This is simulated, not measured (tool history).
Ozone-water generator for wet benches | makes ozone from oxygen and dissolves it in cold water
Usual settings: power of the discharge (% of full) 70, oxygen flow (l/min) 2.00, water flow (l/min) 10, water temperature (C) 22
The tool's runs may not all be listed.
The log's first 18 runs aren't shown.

run	day	power of the discharge (% of full)	oxygen flow (l/min)	water flow (l/min)	water temperature (C)	hours of work since the electrodes were changed	hours of work since the contactor was cleaned	hours of work since the thermometer was calibrated	dissolved ozone (ppm)	ozone in the gas ahead of the water (g/m3)
19	99.996	70	2.00	15	18	6311	731	315	16.7	254.5
20	106.004	70	2.00	15	18	6441	861	445	16.8	256.4
21	112.592	95	2.84	11	28	6584	1004	588	25.2	279.8
22	120.654	95	2.84	11	28	6758	1179	763	25.4	283.4
23	125.108	60	2.00	6	21	6855	1275	859	29.4	226.4
24	130.029	60	2.00	6	21	6962	1382	966	29.3	227.9
25	138.012	70	1.47	10	22	7135	1555	1139	20.9	287.1
26	143.317	70	1.47	10	22	7250	1670	1254	20.9	286.3
27	148.946	70	1.47	7	22	7372	1792	1376	27.9	288.6
28	153.950	56	2.00	12	25	7480	1900	1484	16.0	215.8
29	161.304	70	2.00	7	18	7639	2060	1644	31.1	256.5
30	168.000	78	2.00	7	18	7785	2205	1789	33.2	276.2
31	171.608	70	2.52	6	22	7863	2283	1867	32.3	236.1
32	175.154	99	1.53	13	22	7940	2360	1944	21.7	368.7

5 ways to go on from here, each from the tool as it stands after run 32. What would each give?
A	180.838	47	2.00	10	22	8063	2483	2067	?	?
B	180.838	70	2.00	10	22	8063	2483	2067	?	?
C	180.838	99	2.80	13	22	8063	2483	2067	?	?
D	180.838	93	1.53	13	22	8063	2483	2067	?	?
E	180.838	99	1.53	13	22	8063	2483	2067	?	?

run	dissolved ozone (ppm)	ozone in the gas ahead of the water (g/m3)
A	16.6	191.4
B	22.4	257.9
C	25.3	294.7
D	20.7	350.5
E	21.6	370.4
Without the tool's hidden state the same runs would have given:
run	dissolved ozone (ppm)	ozone in the gas ahead of the water (g/m3)
A	16.6	186.8
B	22.4	251.8
C	25.4	288.0
D	20.8	342.5
E	21.7	361.9

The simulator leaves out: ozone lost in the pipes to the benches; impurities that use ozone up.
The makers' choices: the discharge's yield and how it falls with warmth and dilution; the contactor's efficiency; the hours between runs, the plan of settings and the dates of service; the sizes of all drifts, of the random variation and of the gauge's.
